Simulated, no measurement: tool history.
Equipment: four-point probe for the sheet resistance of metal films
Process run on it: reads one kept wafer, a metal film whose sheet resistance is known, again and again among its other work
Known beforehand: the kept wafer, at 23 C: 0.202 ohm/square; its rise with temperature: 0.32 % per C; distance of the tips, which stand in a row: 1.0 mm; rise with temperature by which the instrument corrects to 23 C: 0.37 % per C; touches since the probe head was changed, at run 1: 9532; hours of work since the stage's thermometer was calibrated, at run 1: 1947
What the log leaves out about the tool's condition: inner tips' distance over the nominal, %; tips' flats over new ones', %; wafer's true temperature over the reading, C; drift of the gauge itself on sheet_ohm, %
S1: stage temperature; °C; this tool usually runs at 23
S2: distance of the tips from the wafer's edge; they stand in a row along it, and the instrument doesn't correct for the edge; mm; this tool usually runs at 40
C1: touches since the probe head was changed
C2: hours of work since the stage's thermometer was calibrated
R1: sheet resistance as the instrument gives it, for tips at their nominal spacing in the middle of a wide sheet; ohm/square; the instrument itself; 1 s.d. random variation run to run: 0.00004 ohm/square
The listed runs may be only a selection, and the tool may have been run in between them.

run	hour	S1	S2	C1	C2	R1
1	0	23	40	9532	1947	0.202196
2	77	23	40	12891	2004	0.202342
3	174.2	23	40	17133	2075	0.202353
4	255.8	23	40	20694	2135	0.202446
5	339.1	23	40	24328	2196	0.202582
6	412.1	23	40	27512	2249	0.202682
7	500.2	23	40	31354	2314	0.202709
8	600.5	23	40	35732	2387	0.202865
9	668.7	23	40	38709	2437	0.202926
10	728.4	23	40	41312	2481	0.202931
11	815.8	23	26	45124	2545	0.203156
12	858.9	23	26	47004	2577	0.20321
# hour 897.9: stage's thermometer calibrated
13	911.5	23	26	49281	10	0.203267
14	1008.4	24	26	53507	81	0.203302
15	1080.1	23	40	56633	133	0.203422
16	1173.5	23	40	60710	202	0.203466
# hour 1255.6: new probe head fitted
17	1262.1	23	40	281	266	0.203033
18	1360.4	23	40	4572	338	0.203209
# hour 1383.4: stage's thermometer calibrated, once more
19	1433.7	23	40	7748	37	0.202784
20	1482.4	23	40	9873	73	0.202853
21	1570.1	33	40	13700	137	0.202029
22	1613.3	33	40	15583	168	0.202015
23	1657.6	28	4	17515	201	0.209015
24	1753.2	20	14	21686	271	0.203856
25	1821.9	20	14	24683	321	0.203928
26	1912.3	29	11	28629	387	0.203558
27	1975.4	19	73	31381	434	0.203747
28	2046.2	25	3	34470	486	0.214552
29	2140.5	22	17	38583	555	0.203938
30	2238.8	20	50	42873	627	0.203853
31	2322.3	21	7	46518	688	0.206148
32	2410.8	23	7	50380	753	0.205986
33	2497.5	26	22	54162	816	0.203778
34	2538.8	18	31	55961	846	0.204459
35	2589.7	35	4	58181	884	0.20942
36	2662.6	21	6	61366	937	0.207214
# hour 2730.4: new probe head fitted
37	2730.4	19	31	0	986	0.202901
38	2790.3	19	45	2616	1030	0.202991
39	2845.8	25	4	5038	1071	0.209019
40	2925.2	25	14	8501	1129	0.203072
41	3017.8	20	75	12540	1197	0.203133
42	3074.1	23	17	14999	1238	0.20324
43	3150.8	23	17	18342	1294	0.203374

Alternative continuations, all from the tool just after run 43; predict every row:
A	3205.2	23	28	20719	1334	?
B	3205.2	29	11	20719	1334	?
C	3205.2	20	42	20719	1334	?

run	R1
A	0.203129
B	0.203265
C	0.203384
The same runs, with their run-to-run variation unchanged, on a tool lacking any hidden condition would have given:
run	R1
A	0.202135
B	0.20227
C	0.202388

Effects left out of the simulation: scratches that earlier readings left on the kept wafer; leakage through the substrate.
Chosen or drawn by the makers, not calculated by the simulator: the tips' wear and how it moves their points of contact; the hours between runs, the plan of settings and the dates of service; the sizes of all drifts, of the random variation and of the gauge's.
